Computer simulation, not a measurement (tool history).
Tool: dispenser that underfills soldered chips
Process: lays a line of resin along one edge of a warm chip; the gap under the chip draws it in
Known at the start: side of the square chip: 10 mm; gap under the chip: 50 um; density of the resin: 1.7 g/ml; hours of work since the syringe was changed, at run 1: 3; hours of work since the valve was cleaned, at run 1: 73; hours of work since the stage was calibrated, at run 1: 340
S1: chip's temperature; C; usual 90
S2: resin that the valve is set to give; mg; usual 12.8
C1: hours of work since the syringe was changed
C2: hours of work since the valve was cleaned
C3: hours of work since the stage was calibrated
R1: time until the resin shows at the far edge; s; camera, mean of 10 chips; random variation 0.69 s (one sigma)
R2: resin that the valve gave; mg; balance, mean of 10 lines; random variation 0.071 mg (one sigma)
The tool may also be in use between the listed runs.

run	day	S1	S2	C1	C2	C3	R1	R2
1	0	90	12.8	3	73	340	77.2	12.23
# day 0.254: new syringe of resin
2	0.421	90	12.8	2	79	346	74.4	12.24
# day 0.717: new syringe of resin
3	0.892	90	12.8	3	86	353	76.3	12.28
# day 1.142: dispensing valve cleaned and set on the balance
# day 1.208: new syringe of resin
4	1.367	90	12.8	2	3	359	76	12.67
# day 1.667: new syringe of resin
5	1.85	90	12.8	3	10	366	76.9	12.74
# day 2.129: new syringe of resin
6	2.429	90	12.8	4	18	375	83.9	12.75
# day 2.617: new syringe of resin
7	3.017	89	12.8	6	27	383	93.2	12.56
# day 3.079: new syringe of resin
8	3.333	90	12.8	4	31	388	82.9	12.51
# day 3.538: new syringe of resin
9	3.642	90	12.8	2	36	392	73.2	12.56
# day 4.012: new syringe of resin
10	4.033	90	12.8	0	41	398	69.6	12.4
# day 4.488: new syringe of resin
11	4.629	101	12.8	2	50	406	56.2	12.46
# day 4.958: new syringe of resin
12	5.112	101	12.8	2	57	413	56.4	12.32
# day 5.433: new syringe of resin
13	5.604	101	12.8	3	64	420	57.3	12.35
# day 5.883: new syringe of resin
14	6.117	101	12.8	3	71	427	58.3	12.32
# day 6.375: new syringe of resin
15	6.583	101	12.8	3	78	434	59.2	12.18
# day 6.85: new syringe of resin
16	7.042	101	12.8	3	84	441	58.5	12.12
# day 7.338: new syringe of resin
# day 7.425: dispensing valve cleaned and set on the balance
17	7.5	101	12.8	2	1	447	54.6	12.75
18	7.767	97	12.3	6	5	451	75.9	12.27
# day 7.867: new syringe of resin
19	8.175	97	12.3	4	11	456	73.2	12.2
# day 8.329: new syringe of resin
20	8.538	90	11.1	3	16	461	81.3	10.93
# day 8.796: new syringe of resin
21	8.933	99	14.4	2	22	467	55.5	14.19
# day 9.288: new syringe of resin
22	9.55	99	14.4	4	30	476	64.8	14.1
# day 9.758: new syringe of resin
23	9.967	78	13.3	3	36	482	109.4	12.99
# day 10.221: new syringe of resin
24	10.383	76	11.1	2	42	488	120.3	10.72
# day 10.675: new syringe of resin
25	10.954	76	11.1	4	51	496	131.2	10.75
# day 11.154: new syringe of resin
26	11.475	78	11	5	58	504	135.1	10.71
# day 11.625: new syringe of resin
# day 12.079: new syringe of resin
27	12.079	78	11	0	67	512	100.5	10.52
# day 12.538: new syringe of resin
28	12.583	80	10.9	1	74	519	99.3	10.54
# day 13.025: new syringe of resin
29	13.042	94	14.6	0	80	526	63.1	13.95
# day 13.488: new syringe of resin
30	13.617	91	11.3	2	89	534	74.8	10.75
# day 13.708: dispensing valve cleaned and set on the balance
# day 14: new syringe of resin
31	14.033	77	12.8	0	5	539	98.8	12.77
# day 14.471: new syringe of resin
32	14.525	90	16.3	1	12	547	69.1	16.18
33	14.821	90	16.4	5	16	551	90.3	16.24

Some steps in R1 between neighbouring runs. How much of each would the tool show without its hidden state too (settings, what came in, random variation), and how much is left for the hidden state, with any gauge scatter that isn't in both results?
The hidden state here: resin's viscosity, % of fresh resin's; dose that the valve gives, % of what is set; true chip temperature over the reading, C; drift of the gauge itself on fill_s, %; drift of the gauge itself on given_mg, %.
Run 17 -> 18: S1 101 -> 97, S2 12.8 -> 12.3. R1 +21.3 s: hidden state +16.1, all else +5.2.
Run 22 -> 23: S1 99 -> 78, S2 14.4 -> 13.3, new syringe of resin. R1 +44.6 s: hidden state +8.7, all else +35.9.
Run 26 -> 27: new syringe of resin, new syringe of resin. R1 -34.6 s: hidden state -32.9, all else -1.7.
Run 28 -> 29: S1 80 -> 94, S2 10.9 -> 14.6, new syringe of resin. R1 -36.2 s: hidden state -7.1, all else -29.1.
Run 32 -> 33: S2 16.3 -> 16.4. R1 +21.2 s: hidden state +19.8, all else +1.4.

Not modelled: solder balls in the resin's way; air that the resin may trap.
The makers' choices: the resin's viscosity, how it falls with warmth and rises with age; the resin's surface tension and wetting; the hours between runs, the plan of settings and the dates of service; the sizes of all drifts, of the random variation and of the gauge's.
